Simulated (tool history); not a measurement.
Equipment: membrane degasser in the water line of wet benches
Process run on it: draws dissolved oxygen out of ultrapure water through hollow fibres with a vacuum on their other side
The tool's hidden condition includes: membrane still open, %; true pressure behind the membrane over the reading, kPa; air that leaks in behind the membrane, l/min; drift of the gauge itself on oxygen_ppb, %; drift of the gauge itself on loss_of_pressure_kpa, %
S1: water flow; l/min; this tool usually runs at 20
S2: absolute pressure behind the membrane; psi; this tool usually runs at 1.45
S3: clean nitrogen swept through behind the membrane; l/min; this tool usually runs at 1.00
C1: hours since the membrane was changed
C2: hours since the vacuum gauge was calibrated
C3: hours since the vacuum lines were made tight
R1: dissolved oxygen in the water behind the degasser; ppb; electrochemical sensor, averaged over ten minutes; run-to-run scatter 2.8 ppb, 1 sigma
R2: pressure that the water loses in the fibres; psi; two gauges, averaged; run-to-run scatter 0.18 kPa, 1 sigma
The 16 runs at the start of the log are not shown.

{"run": 17, "hour": 2702.3, "S1": 20, "S2": 1.45, "S3": 1.47, "C1": 7279, "C2": 3707, "C3": 2269, "R1": 241.7, "R2": 5.503}
{"hour": 2880.4, "done": "vacuum gauge calibrated"}
{"run": 18, "hour": 2880.4, "S1": 20, "S2": 1.45, "S3": 1.47, "C1": 7456, "C2": 0, "C3": 2447, "R1": 235.2, "R2": 5.498}
{"run": 19, "hour": 3072.4, "S1": 15, "S2": 2.39, "S3": 2.42, "C1": 7648, "C2": 192, "C3": 2639, "R1": 205.1, "R2": 4.121}
{"run": 20, "hour": 3222.3, "S1": 15, "S2": 2.39, "S3": 2.42, "C1": 7798, "C2": 342, "C3": 2789, "R1": 206.3, "R2": 4.139}
{"run": 21, "hour": 3354.5, "S1": 15, "S2": 2.39, "S3": 2.42, "C1": 7930, "C2": 474, "C3": 2921, "R1": 207.3, "R2": 4.129}
{"run": 22, "hour": 3526.5, "S1": 27, "S2": 2.77, "S3": 1.0, "C1": 8102, "C2": 646, "C3": 3093, "R1": 893.4, "R2": 7.51}
{"run": 23, "hour": 3639.2, "S1": 27, "S2": 2.77, "S3": 1.0, "C1": 8215, "C2": 759, "C3": 3206, "R1": 906.0, "R2": 7.482}
{"run": 24, "hour": 3740.0, "S1": 27, "S2": 2.77, "S3": 1.26, "C1": 8316, "C2": 860, "C3": 3307, "R1": 783.1, "R2": 7.475}
{"run": 25, "hour": 3873.3, "S1": 23, "S2": 2.19, "S3": 1.09, "C1": 8449, "C2": 993, "C3": 3440, "R1": 571.9, "R2": 6.351}
{"run": 26, "hour": 4080.1, "S1": 24, "S2": 1.81, "S3": 0.51, "C1": 8656, "C2": 1200, "C3": 3647, "R1": 850.7, "R2": 6.733}
{"run": 27, "hour": 4208.1, "S1": 26, "S2": 2.71, "S3": 0.47, "C1": 8784, "C2": 1328, "C3": 3775, "R1": 1469.4, "R2": 7.256}
{"run": 28, "hour": 4396.1, "S1": 26, "S2": 2.71, "S3": 0.47, "C1": 8972, "C2": 1516, "C3": 3963, "R1": 1472.2, "R2": 7.258}
{"run": 29, "hour": 4592.1, "S1": 26, "S2": 2.71, "S3": 0.47, "C1": 9168, "C2": 1712, "C3": 4159, "R1": 1451.2, "R2": 7.282}
{"run": 30, "hour": 4739.9, "S1": 24, "S2": 0.94, "S3": 1.0, "C1": 9316, "C2": 1860, "C3": 4306, "R1": 232.9, "R2": 6.756}
{"run": 31, "hour": 4915.5, "S1": 24, "S2": 0.94, "S3": 1.0, "C1": 9491, "C2": 2035, "C3": 4482, "R1": 235.4, "R2": 6.74}
{"run": 32, "hour": 5091.7, "S1": 19, "S2": 3.28, "S3": 0.55, "C1": 9667, "C2": 2211, "C3": 4658, "R1": 1251.4, "R2": 5.329}
{"run": 33, "hour": 5287.3, "S1": 19, "S2": 3.28, "S3": 1.95, "C1": 9863, "C2": 2407, "C3": 4854, "R1": 455.4, "R2": 5.41}

Here are 3 independent what-if runs from the current tool condition. What would each one return?
{"run": "A", "hour": 5455.0, "S1": 17, "S2": 1.45, "S3": 1.0, "C1": 10031, "C2": 2575, "C3": 5022, "R1": "?", "R2": "?"}
{"run": "B", "hour": 5455.0, "S1": 30, "S2": 3.28, "S3": 2.14, "C1": 10031, "C2": 2575, "C3": 5022, "R1": "?", "R2": "?"}
{"run": "C", "hour": 5455.0, "S1": 24, "S2": 3.28, "S3": 0.7, "C1": 10031, "C2": 2575, "C3": 5022, "R1": "?", "R2": "?"}

run=A R1=278.8 R2=4.788
run=B R1=717.7 R2=8.441
run=C R1=1267.7 R2=6.753
With the hidden condition removed and each run's random variation left untouched, the same runs would have given:
run=A R1=259.7 R2=4.370
run=B R1=666.7 R2=7.709
run=C R1=1230.4 R2=6.168
